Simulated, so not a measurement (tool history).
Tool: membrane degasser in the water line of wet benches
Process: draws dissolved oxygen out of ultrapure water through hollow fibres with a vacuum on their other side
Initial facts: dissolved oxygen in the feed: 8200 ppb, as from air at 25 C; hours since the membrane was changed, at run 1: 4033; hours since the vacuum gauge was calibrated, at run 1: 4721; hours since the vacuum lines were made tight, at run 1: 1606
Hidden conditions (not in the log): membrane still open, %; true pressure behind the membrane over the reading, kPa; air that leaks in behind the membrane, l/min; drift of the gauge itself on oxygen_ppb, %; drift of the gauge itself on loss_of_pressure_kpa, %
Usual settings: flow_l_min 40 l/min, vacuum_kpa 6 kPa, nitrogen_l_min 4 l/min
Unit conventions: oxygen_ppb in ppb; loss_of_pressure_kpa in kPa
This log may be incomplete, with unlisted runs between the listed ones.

run    hour  flow_l_min  vacuum_kpa  nitrogen_l_min  hours since the membrane was changed  hours since the vacuum gauge was calibrated  hours since the vacuum lines were made tight  oxygen_ppb  loss_of_pressure_kpa
  1       0          40           6               4                                  4033                                         4721                                          1606          70                 66.39
  2    58.4          40           6               4                                  4091                                         4779                                          1664        70.2                 65.99
  3   172.9          40           6               4                                  4206                                         4893                                          1778        69.7                 66.35
  4   304.4          40           6            6.16                                  4337                                         5025                                          1910        48.1                 66.71
  5   380.6          40           6            6.16                                  4413                                         5101                                          1986        48.3                 66.48
  6   493.1          40           6            6.16                                  4526                                         5214                                          2099        48.4                 66.51
  7   573.7          40           6               4                                  4607                                         5294                                          2179        70.8                 66.42
  8   651.8          40           6               4                                  4685                                         5372                                          2257        70.1                 65.73
  9   751.2          40           6               4                                  4784                                         5472                                          2357        69.1                  66.6
      851.5  -- vacuum gauge calibrated
 10   870.5          40           6            6.17                                  4903                                           19                                          2476          48                 66.47
 11   945.4          40           6            6.17                                  4978                                           94                                          2551        47.5                 66.21
 12  1040.6          40           6            6.17                                  5073                                          189                                          2646        48.3                 66.48
 13  1107.3          62         3.6            6.17                                  5140                                          256                                          2712        42.1                102.85
 14  1234.3          42        6.66               4                                  5267                                          383                                          2839        90.1                 70.03
 15  1298.2          42        6.66               4                                  5331                                          447                                          2903        90.7                 69.41
 16    1388          42        6.66               4                                  5420                                          537                                          2993        90.1                 69.41
 17  1446.1          48        4.82               4                                  5478                                          595                                          3051        56.8                 79.69

Consider 5 possible next runs. They are alternatives, not a sequence: every one starts from the tool as it was left by run 17. What does each give?
  A  1524.8          30           6               4                                  5557                                          673                                          3130           ?                     ?
  B  1524.8          40         8.2               4                                  5557                                          673                                          3130           ?                     ?
  C  1524.8          24       11.89               4                                  5557                                          673                                          3130           ?                     ?
  D  1524.8          54         9.4            1.94                                  5557                                          673                                          3130           ?                     ?
  E  1524.8          40        3.78            9.26                                  5557                                          673                                          3130           ?                     ?

run  oxygen_ppb  loss_of_pressure_kpa
  A        50.9                 49.93
  B       122.8                 66.31
  C       125.5                 39.88
  D         378                 89.58
  E        10.4                 65.85
Take away the tool's hidden state, keep each run's random variation, and the runs would have read:
run  oxygen_ppb  loss_of_pressure_kpa
  A        50.2                 49.91
  B       121.2                 66.29
  C       123.8                 39.86
  D       373.1                 89.54
  E        10.2                 65.82
